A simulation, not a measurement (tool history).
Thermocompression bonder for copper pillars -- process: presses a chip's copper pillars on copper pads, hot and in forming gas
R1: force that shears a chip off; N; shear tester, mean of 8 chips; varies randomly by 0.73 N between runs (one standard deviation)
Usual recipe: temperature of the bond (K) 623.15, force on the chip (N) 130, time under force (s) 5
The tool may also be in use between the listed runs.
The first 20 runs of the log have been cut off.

run 21 day=42.938 | temperature_of_the_bond_(K)=648.15 force_on_the_chip_(N)=154 time_under_force_(s)=5 | R1=83
run 22 day=44.629 | temperature_of_the_bond_(K)=613.15 force_on_the_chip_(N)=103 time_under_force_(s)=8 | R1=56.2
run 23 day=47.192 | temperature_of_the_bond_(K)=613.15 force_on_the_chip_(N)=105 time_under_force_(s)=6 | R1=52.5
run 24 day=49.229 | temperature_of_the_bond_(K)=602.15 force_on_the_chip_(N)=193 time_under_force_(s)=11 | R1=83.4
run 25 day=50.854 | temperature_of_the_bond_(K)=602.15 force_on_the_chip_(N)=193 time_under_force_(s)=11 | R1=84.7
run 26 day=52.671 | temperature_of_the_bond_(K)=616.15 force_on_the_chip_(N)=157 time_under_force_(s)=14 | R1=86.2
run 27 day=53.858 | temperature_of_the_bond_(K)=616.15 force_on_the_chip_(N)=157 time_under_force_(s)=14 | R1=86.2
run 28 day=55.688 | temperature_of_the_bond_(K)=605.15 force_on_the_chip_(N)=102 time_under_force_(s)=5 | R1=41.9
run 29 day=57.242 | temperature_of_the_bond_(K)=605.15 force_on_the_chip_(N)=102 time_under_force_(s)=5 | R1=43
run 30 day=58.538 | temperature_of_the_bond_(K)=596.15 force_on_the_chip_(N)=80 time_under_force_(s)=8 | R1=38.1
-- day=59.546 force cell calibrated
run 31 day=60.462 | temperature_of_the_bond_(K)=611.15 force_on_the_chip_(N)=159 time_under_force_(s)=8 | R1=73.4
run 32 day=63.121 | temperature_of_the_bond_(K)=611.15 force_on_the_chip_(N)=159 time_under_force_(s)=8 | R1=71.9
run 33 day=64.279 | temperature_of_the_bond_(K)=636.15 force_on_the_chip_(N)=130 time_under_force_(s)=3 | R1=56.6
-- day=65.871 forming gas filter changed
run 34 day=66.9 | temperature_of_the_bond_(K)=593.15 force_on_the_chip_(N)=141 time_under_force_(s)=9 | R1=63
run 35 day=69.412 | temperature_of_the_bond_(K)=593.15 force_on_the_chip_(N)=141 time_under_force_(s)=9 | R1=61.6

5 options for the next run, each taken on its own from the tool as it stands now. Forecast them:
run A day=71.2 | temperature_of_the_bond_(K)=623.15 force_on_the_chip_(N)=89 time_under_force_(s)=14 | R1=?
run B day=71.2 | temperature_of_the_bond_(K)=623.15 force_on_the_chip_(N)=130 time_under_force_(s)=5 | R1=?
run C day=71.2 | temperature_of_the_bond_(K)=613.15 force_on_the_chip_(N)=125 time_under_force_(s)=14 | R1=?
run D day=71.2 | temperature_of_the_bond_(K)=623.15 force_on_the_chip_(N)=130 time_under_force_(s)=6 | R1=?
run E day=71.2 | temperature_of_the_bond_(K)=629.15 force_on_the_chip_(N)=181 time_under_force_(s)=9 | R1=?

run=A R1=67.8
run=B R1=64.3
run=C R1=79.1
run=D R1=65.4
run=E R1=93.1
Had the tool no hidden state, the same runs would have come out as:
run=A R1=71
run=B R1=67.6
run=C R1=82.6
run=D R1=68.7
run=E R1=96.3

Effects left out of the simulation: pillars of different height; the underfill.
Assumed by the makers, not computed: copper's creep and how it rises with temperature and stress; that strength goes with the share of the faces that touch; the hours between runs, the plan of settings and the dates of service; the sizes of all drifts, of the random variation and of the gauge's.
